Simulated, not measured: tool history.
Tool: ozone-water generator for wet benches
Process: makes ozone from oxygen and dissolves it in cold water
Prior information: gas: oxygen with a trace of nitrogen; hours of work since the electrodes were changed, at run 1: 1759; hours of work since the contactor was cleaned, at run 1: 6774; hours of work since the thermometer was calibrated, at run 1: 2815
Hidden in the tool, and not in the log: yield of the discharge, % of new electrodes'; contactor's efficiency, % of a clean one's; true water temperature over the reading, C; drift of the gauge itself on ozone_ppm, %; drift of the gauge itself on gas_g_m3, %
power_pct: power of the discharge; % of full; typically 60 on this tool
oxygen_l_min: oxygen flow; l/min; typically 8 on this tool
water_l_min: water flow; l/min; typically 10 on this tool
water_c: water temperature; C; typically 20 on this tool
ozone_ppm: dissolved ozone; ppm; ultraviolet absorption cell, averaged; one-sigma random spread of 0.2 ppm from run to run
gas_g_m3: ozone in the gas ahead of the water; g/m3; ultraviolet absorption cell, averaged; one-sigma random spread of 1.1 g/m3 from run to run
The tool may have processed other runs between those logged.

run	hour	power_pct	oxygen_l_min	water_l_min	water_c	hours of work since the electrodes were changed	hours of work since the contactor was cleaned	hours of work since the thermometer was calibrated	ozone_ppm	gas_g_m3
1	0	60	8	10	20	1759	6774	2815	28.3	186
2	103.3	60	8	10	20	1852	6867	2908	28.1	186.6
3	227.6	60	8	10	20	1963	6978	3019	27.9	187.1
# hour 246.9: water thermometer calibrated
4	439.1	60	8	10	20	2152	7166	172	28.3	185.6
5	568.7	60	8	10	20	2268	7282	288	28.2	185
6	719.1	60	6	10	20	2402	7417	422	29.9	215.7
7	860.7	60	8	10	20	2529	7543	549	28.2	187.4
8	1072.2	60	8	10	20	2718	7732	738	28.2	184.4
9	1277.6	60	8	10	20	2901	7916	922	28	184.7
10	1437.8	60	8	10	20	3045	8059	1065	28.3	185.5
11	1569.3	61	8	10	20	3162	8177	1183	28.8	186.7
12	1710.6	61	8	10	20	3289	8303	1309	28.8	188.6
13	1892.3	61	8	10	20	3451	8466	1471	28.6	186.5
14	2030.9	98	9.25	10	23	3575	8590	1595	39.4	270.9
# hour 2125.3: contactor cleaned
15	2175.8	67	9.25	10	14	3701	45	1721	34.7	191.2
16	2340.7	67	13.78	6	24	3849	193	1869	30.7	156.9
17	2457.3	69	13.78	6	24	3953	297	1973	31.7	161.2
18	2674.5	82	7.05	14	17	4147	491	2167	31.2	261.4
19	2861	60	8	8	20	4314	658	2334	32.3	187.2
20	2980.2	60	8	8	20	4420	765	2441	32.6	185.1
21	3100	49	8	10	20	4528	872	2548	23.5	154.2
22	3221	49	8	10	20	4636	980	2656	23.3	155.6

4 ways to go on from here, each from the tool as it stands after run 22. What would each give?
A	3399.2	60	8	10	17	4795	1139	2815	?	?
B	3399.2	49	8	11	20	4795	1139	2815	?	?
C	3399.2	48	9.64	10	27	4795	1139	2815	?	?
D	3399.2	42	8	10	18	4795	1139	2815	?	?

run	ozone_ppm	gas_g_m3
A	30	184.4
B	21.7	154
C	18.6	138.1
D	21.3	134.1
Had the tool no hidden state, the same runs would have come out as:
run	ozone_ppm	gas_g_m3
A	30	184.5
B	21.8	154
C	18.6	138.1
D	21.3	134.1
